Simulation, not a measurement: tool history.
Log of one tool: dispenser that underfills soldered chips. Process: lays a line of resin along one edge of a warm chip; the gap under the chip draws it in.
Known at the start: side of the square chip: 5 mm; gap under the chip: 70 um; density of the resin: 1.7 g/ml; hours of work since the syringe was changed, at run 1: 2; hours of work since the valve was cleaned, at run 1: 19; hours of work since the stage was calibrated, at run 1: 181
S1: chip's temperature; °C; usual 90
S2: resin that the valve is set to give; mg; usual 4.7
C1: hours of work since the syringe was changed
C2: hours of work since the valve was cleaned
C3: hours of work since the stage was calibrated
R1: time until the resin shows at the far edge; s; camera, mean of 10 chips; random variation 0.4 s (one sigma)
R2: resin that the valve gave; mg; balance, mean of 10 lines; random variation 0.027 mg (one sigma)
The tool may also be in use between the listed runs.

run,hour,S1,S2,C1,C2,C3,R1,R2
1,0,90,4.7,2,19,181,30.2,4.59
# hour 5.4: new syringe of resin
2,7.4,90,4.7,1,24,187,28.9,4.61
# hour 13.6: new syringe of resin
3,15.9,76,4.7,2,30,193,53.6,4.55
# hour 21.8: new syringe of resin
4,26.8,76,4.7,4,38,201,63.9,4.54
# hour 30.5: new syringe of resin
5,33.3,96,4.7,2,43,206,24,4.54
# hour 38.4: new syringe of resin
# hour 41.4: dispensing valve cleaned and set on the balance
6,43.8,96,4.29,3,2,213,26.1,4.32
# hour 47.1: new syringe of resin
7,49.6,96,4.29,2,6,217,22.9,4.3
# hour 55.3: new syringe of resin
8,62.1,96,4.29,5,15,226,29.4,4.24
# hour 63: new syringe of resin
9,68.3,96,4.29,4,20,230,27.6,4.23
# hour 71.4: new syringe of resin
10,76.4,96,4.29,4,26,236,27.3,4.2
# hour 79.9: new syringe of resin
# hour 87.7: new syringe of resin
11,87.7,96,4.29,0,34,245,19.6,4.21
# hour 95.4: new syringe of resin
12,98.6,90,4.7,2,42,253,31,4.51
# hour 103.5: new syringe of resin
# hour 108.2: dispensing valve cleaned and set on the balance
13,108.2,90,4.7,3,0,259,30.6,4.73
# hour 112.4: new syringe of resin
14,116.2,79,4.7,3,6,265,49.7,4.63
# hour 120.4: new syringe of resin
15,127.7,79,4.7,5,14,273,61.7,4.61
# hour 128.8: new syringe of resin
# hour 137.2: new syringe of resin
16,137.8,90,4.7,0,22,280,25.9,4.63
# hour 145.2: new syringe of resin
17,146.5,90,4.7,1,28,287,27,4.55
# hour 153.7: new syringe of resin
18,157.9,90,4.7,3,36,295,32.6,4.52
# hour 161.9: new syringe of resin
19,164.7,99,4.53,2,41,300,21,4.35
# hour 170.1: new syringe of resin
20,171.4,82,5.79,1,46,305,37.7,5.51
# hour 175.2: dispensing valve cleaned and set on the balance
# hour 179.7: new syringe of resin
21,184.7,82,5.79,4,7,314,46.4,5.76
# hour 187.6: new syringe of resin
# hour 195.8: new syringe of resin
22,197.2,100,4.51,1,16,323,19,4.43
# hour 203.8: new syringe of resin
23,208.9,100,4.51,4,25,332,22.8,4.41
# hour 211.9: new syringe of resin
# hour 219.9: new syringe of resin
24,219.9,104,4.52,0,33,340,15,4.32
# hour 228.2: new syringe of resin
25,228.5,104,4.52,0,39,346,15,4.39
26,234.9,79,5.53,5,44,351,59.2,5.26
# hour 236: new syringe of resin
# hour 242.5: dispensing valve cleaned and set on the balance
27,244.2,77,4.83,5,1,357,68.1,4.81
# hour 245: new syringe of resin
# hour 253.4: new syringe of resin
28,256.7,90,5.81,3,10,366,30.4,5.74
# hour 261.5: new syringe of resin
29,263.8,75,5.18,2,16,371,55.8,5.07
# hour 269.3: new syringe of resin
30,274.1,76,5.8,4,23,379,60.2,5.71
# hour 277: new syringe of resin
# hour 284.8: new syringe of resin
31,285.9,90,5.05,1,32,387,25.4,4.92
# hour 293: new syringe of resin
32,297.7,103,4.77,4,40,396,19,4.62
# hour 300.7: new syringe of resin
33,307.5,103,4.77,5,48,403,21.2,4.56

Some steps in R1 between neighbouring runs. How much of each would the tool show without its hidden state too (settings, what came in, random variation), and how much is left for the hidden state, with any gauge scatter that isn't in both results?
The hidden state here: resin's viscosity, % of fresh resin's; dose that the valve gives, % of what is set; true chip temperature over the reading, C; drift of the gauge itself on fill_s, %; drift of the gauge itself on given_mg, %.
Run 4 -> 5: S1 76 -> 96, new syringe of resin. R1 -39.9 s: hidden state -11.7, all else -28.2.
Run 15 -> 16: S1 79 -> 90, new syringe of resin, new syringe of resin. R1 -35.8 s: hidden state -19.4, all else -16.4.
Run 25 -> 26: S1 104 -> 79, S2 4.52 -> 5.53. R1 +44.2 s: hidden state +17.3, all else +26.9.
Run 27 -> 28: S1 77 -> 90, S2 4.83 -> 5.81, new syringe of resin, new syringe of resin. R1 -37.7 s: hidden state -16.4, all else -21.3.
